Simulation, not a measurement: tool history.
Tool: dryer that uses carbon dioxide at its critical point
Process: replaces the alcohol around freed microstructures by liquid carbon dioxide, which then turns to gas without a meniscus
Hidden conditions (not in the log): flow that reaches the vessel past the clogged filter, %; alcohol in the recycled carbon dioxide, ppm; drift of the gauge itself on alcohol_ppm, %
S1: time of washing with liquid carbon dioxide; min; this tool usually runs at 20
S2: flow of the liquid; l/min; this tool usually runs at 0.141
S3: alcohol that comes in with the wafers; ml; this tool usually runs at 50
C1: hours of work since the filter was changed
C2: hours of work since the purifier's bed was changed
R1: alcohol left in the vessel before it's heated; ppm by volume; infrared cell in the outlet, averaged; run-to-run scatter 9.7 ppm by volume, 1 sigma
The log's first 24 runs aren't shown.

Run 25, hour 849: usual settings but S1 28 min, S2 0.095 l/min, S3 61 ml; C1 206; C2 110. Result: R1 1232 ppm by volume.
Run 26, hour 872.3: usual settings but S1 13 min, S2 0.168 l/min, S3 58 ml; C1 215; C2 119. Result: R1 2440 ppm by volume.
Run 27, hour 908.7: usual settings but S1 29 min, S2 0.165 l/min, S3 21 ml; C1 228; C2 132. Result: R1 83 ppm by volume.
Run 28, hour 955.4: usual settings but S1 29 min, S2 0.165 l/min, S3 21 ml; C1 245; C2 149. Result: R1 85 ppm by volume.
Run 29, hour 989.6: usual settings but S1 30 min, S2 0.165 l/min, S3 21 ml; C1 257; C2 161. Result: R1 99 ppm by volume.
Run 30, hour 1013.3: usual settings but S1 29 min, S3 39 ml; C1 266; C2 170. Result: R1 151 ppm by volume.
Run 31, hour 1058.3: usual settings but S1 12 min, S3 68 ml; C1 282; C2 186. Result: R1 7292 ppm by volume.
Run 32, hour 1091.2: usual settings but S1 23 min, S2 0.17 l/min, S3 30 ml; C1 294; C2 198. Result: R1 155 ppm by volume.
Run 33, hour 1128.7: usual settings but S1 32 min, S3 51 ml; C1 307; C2 211. Result: R1 146 ppm by volume.
At hour 1136.8: inlet filter changed.
Run 34, hour 1171.1: usual settings but S1 22 min, S2 0.179 l/min, S3 111 ml; C1 12; C2 226. Result: R1 255 ppm by volume.
Run 35, hour 1201.4: usual settings but S1 22 min, S2 0.179 l/min, S3 111 ml; C1 23; C2 237. Result: R1 265 ppm by volume.

Each row is a separate what-if for the run after 35, all from the same tool condition, not one after another. Results?
Run A, hour 1239.7: usual settings but S2 0.126 l/min, S3 81 ml; C1 37; C2 251. Result: R1 ?.
Run B, hour 1239.7: usual settings but S1 28 min, S2 0.194 l/min; C1 37; C2 251. Result: R1 ?.
Run C, hour 1239.7: usual settings but S1 29 min, S2 0.179 l/min, S3 30 ml; C1 37; C2 251. Result: R1 ?.
Run D, hour 1239.7: usual settings but S2 0.131 l/min; C1 37; C2 251. Result: R1 ?.
Run E, hour 1239.7: usual settings but S1 19 min, S2 0.146 l/min, S3 61 ml; C1 37; C2 251. Result: R1 ?.

run    R1
  A  1679
  B   129
  C   139
  D   950
  E   889
Without the tool's unlogged condition, the same runs would have read:
run    R1
  A  1509
  B     9
  C    15
  D   799
  E   738
